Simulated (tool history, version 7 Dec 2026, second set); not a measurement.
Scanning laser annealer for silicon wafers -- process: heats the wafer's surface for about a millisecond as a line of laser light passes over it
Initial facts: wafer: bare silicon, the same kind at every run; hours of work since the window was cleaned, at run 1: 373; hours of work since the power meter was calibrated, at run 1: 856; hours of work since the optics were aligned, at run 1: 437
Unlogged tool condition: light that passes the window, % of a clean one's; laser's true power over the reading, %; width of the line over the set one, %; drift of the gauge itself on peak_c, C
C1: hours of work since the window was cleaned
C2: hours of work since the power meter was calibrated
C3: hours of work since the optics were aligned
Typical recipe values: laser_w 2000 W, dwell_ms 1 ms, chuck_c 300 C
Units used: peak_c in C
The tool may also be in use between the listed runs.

Run 1, hour 0: usual settings; C1 373; C2 856; C3 437. Result: peak_c 1089 C.
Run 2, hour 32.6: usual settings; C1 390; C2 873; C3 454. Result: peak_c 1089 C.
Run 3, hour 97.8: usual settings; C1 424; C2 907; C3 489. Result: peak_c 1087 C.
Run 4, hour 128: usual settings; C1 440; C2 923; C3 505. Result: peak_c 1090 C.
Run 5, hour 193.5: usual settings but dwell_ms 0.87 ms; C1 475; C2 958; C3 539. Result: peak_c 1035 C.
Run 6, hour 244.7: usual settings but dwell_ms 1.18 ms; C1 502; C2 985; C3 566. Result: peak_c 1160 C.
Run 7, hour 297.7: usual settings; C1 530; C2 1013; C3 594. Result: peak_c 1086 C.
Run 8, hour 363.5: usual settings; C1 564; C2 1047; C3 629. Result: peak_c 1087 C.
Run 9, hour 405.1: usual settings; C1 586; C2 1069; C3 651. Result: peak_c 1090 C.
Run 10, hour 433.6: usual settings; C1 601; C2 1084; C3 666. Result: peak_c 1090 C.
Run 11, hour 469.5: usual settings; C1 620; C2 1103; C3 685. Result: peak_c 1087 C.
Run 12, hour 511.3: usual settings; C1 642; C2 1125; C3 707. Result: peak_c 1089 C.
Run 13, hour 546.4: usual settings; C1 661; C2 1144; C3 725. Result: peak_c 1090 C.
Run 14, hour 581.2: usual settings; C1 679; C2 1162; C3 744. Result: peak_c 1090 C.
Run 15, hour 637.8: usual settings; C1 709; C2 1192; C3 774. Result: peak_c 1089 C.
Run 16, hour 694.1: usual settings but dwell_ms 0.75 ms; C1 739; C2 1222; C3 803. Result: peak_c 974 C.
Run 17, hour 751.8: usual settings but laser_w 2107 W, dwell_ms 0.74 ms; C1 769; C2 1252; C3 834. Result: peak_c 1008 C.
At hour 775.6: window over the wafer cleaned.
Run 18, hour 814.9: usual settings but laser_w 2107 W, dwell_ms 0.74 ms; C1 21; C2 1284; C3 866. Result: peak_c 1008 C.
Run 19, hour 879.6: usual settings but laser_w 2107 W, dwell_ms 0.74 ms; C1 55; C2 1318; C3 900. Result: peak_c 1005 C.

Estimate the outcome of run 20 from the log above:
Run 20, hour 910.3: usual settings but laser_w 1980 W, dwell_ms 1.07 ms, chuck_c 309 C; C1 71; C2 1335; C3 916. Result: peak_c ?.

peak_c: 1117 C
With the hidden condition absent and the run-to-run variation left alone, this run would have shown peak_c 1118 C.

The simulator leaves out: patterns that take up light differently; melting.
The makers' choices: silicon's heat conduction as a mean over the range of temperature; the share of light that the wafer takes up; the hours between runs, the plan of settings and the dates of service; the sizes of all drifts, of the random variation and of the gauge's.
